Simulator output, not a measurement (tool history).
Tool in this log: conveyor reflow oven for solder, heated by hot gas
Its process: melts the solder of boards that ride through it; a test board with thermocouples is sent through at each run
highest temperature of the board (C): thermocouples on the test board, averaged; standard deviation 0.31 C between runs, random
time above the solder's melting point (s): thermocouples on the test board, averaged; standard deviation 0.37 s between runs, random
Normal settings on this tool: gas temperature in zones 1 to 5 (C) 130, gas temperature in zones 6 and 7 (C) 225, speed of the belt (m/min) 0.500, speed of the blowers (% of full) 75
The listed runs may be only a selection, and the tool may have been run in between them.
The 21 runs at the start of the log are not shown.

run,day,gas temperature in zones 1 to 5 (C),gas temperature in zones 6 and 7 (C),speed of the belt (m/min),speed of the blowers (% of full),hours of work since the flux was cleaned out,hours of work since the belt drive was overhauled,hours of work since the thermocouples were changed,highest temperature of the board (C),time above the solder's melting point (s)
22,13.279,130,217,0.500,75,187,348,395,201.1,43.8
23,13.912,130,214,0.499,87,194,355,402,200.3,43.4
24,14.329,130,214,0.499,87,198,359,406,199.9,43.3
25,14.854,130,222,0.451,87,203,364,411,209.7,61.8
26,15.521,130,222,0.451,87,210,371,418,209.6,62.3
27,16.088,130,214,0.492,87,216,377,424,200.7,44.5
28,16.779,116,231,0.500,75,223,384,431,210.6,50.4
29,17.254,116,231,0.500,75,227,388,435,210.8,50.2
30,17.988,144,214,0.495,50,235,396,443,197.1,40.6
31,18.483,144,214,0.495,50,240,401,448,197.1,41.2
32,19.038,137,225,0.500,82,245,406,453,210.2,57.5

Predict each of these 3 candidate next runs independently; none follows another, all start after run 32:
A,19.679,116,225,0.500,69,252,413,460,?,?
B,19.679,124,222,0.500,88,252,413,460,?,?
C,19.679,122,225,0.557,75,252,413,460,?,?

run,highest temperature of the board (C),time above the solder's melting point (s)
A,204.3,42.6
B,205.5,48.4
C,202.4,36.8
With the hidden condition removed and each run's random variation left untouched, the same runs would have given:
run,highest temperature of the board (C),time above the solder's melting point (s)
A,206.9,45.8
B,208.1,51.4
C,205.1,40.0
